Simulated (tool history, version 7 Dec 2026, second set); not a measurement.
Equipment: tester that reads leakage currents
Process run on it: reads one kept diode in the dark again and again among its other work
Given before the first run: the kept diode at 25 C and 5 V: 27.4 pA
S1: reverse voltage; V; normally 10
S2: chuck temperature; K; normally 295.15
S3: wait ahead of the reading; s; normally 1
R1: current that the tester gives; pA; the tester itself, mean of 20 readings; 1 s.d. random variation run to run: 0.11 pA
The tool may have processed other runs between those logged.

run     day    S1      S2    S3      R1
  1       0    10  295.15     1   47.44
  2   2.767    10  295.15     1   47.81
  3   4.821    10  295.15     1   48.31
  4   7.158    10  295.15     1   48.51
  5  10.612    10  295.15     1   48.91
  6  13.188    10  295.15     1   49.67
  7  17.146    10  295.15     1   49.94
  8  19.308    10  295.15     1   50.24
  9  21.917    10  295.15     1   50.96
 10  24.262    10  295.15     1   51.38
 11  27.967    10  295.15     1   52.32
 12  31.408    10  295.15  0.46   53.53
 13  34.933    10  295.15  0.46   54.29
 14  37.725    10  295.15  0.46    54.6
 15  40.783   1.4  311.15  0.89   49.54
     41.179  -- probe card cleaned and baked
 16  42.921   1.4  306.15  1.26    34.8
 17  46.062   1.6  293.15  6.29   14.81
 18  49.112     1  307.15     1   30.71
 19  52.679   5.1  311.15     1  115.44
 20  54.546   2.2  314.15  0.64   86.03
 21  57.817   2.2  314.15  0.64   87.09
     62.029  -- probe card cleaned and baked, once more
 22  62.029  19.9  305.15  7.53  125.66

What if the next run were any one of these 4? Each begins from the tool's condition after run 22:
     62.408  -- chuck's temperature calibrated
  A  63.846     3  295.15  7.53   ?
     62.408  -- chuck's temperature calibrated
  B  63.846  17.8  313.15  3.61   ?
     62.408  -- chuck's temperature calibrated
  C  63.846   2.5  297.15  6.04   ?
     62.408  -- chuck's temperature calibrated
  D  63.846   2.6  301.15  0.41   ?

run      R1
  A   15.64
  B  222.47
  C   17.06
  D      26
Without the tool's unlogged condition, the same runs would have read:
run      R1
  A   15.45
  B  220.74
  C   16.88
  D   25.77

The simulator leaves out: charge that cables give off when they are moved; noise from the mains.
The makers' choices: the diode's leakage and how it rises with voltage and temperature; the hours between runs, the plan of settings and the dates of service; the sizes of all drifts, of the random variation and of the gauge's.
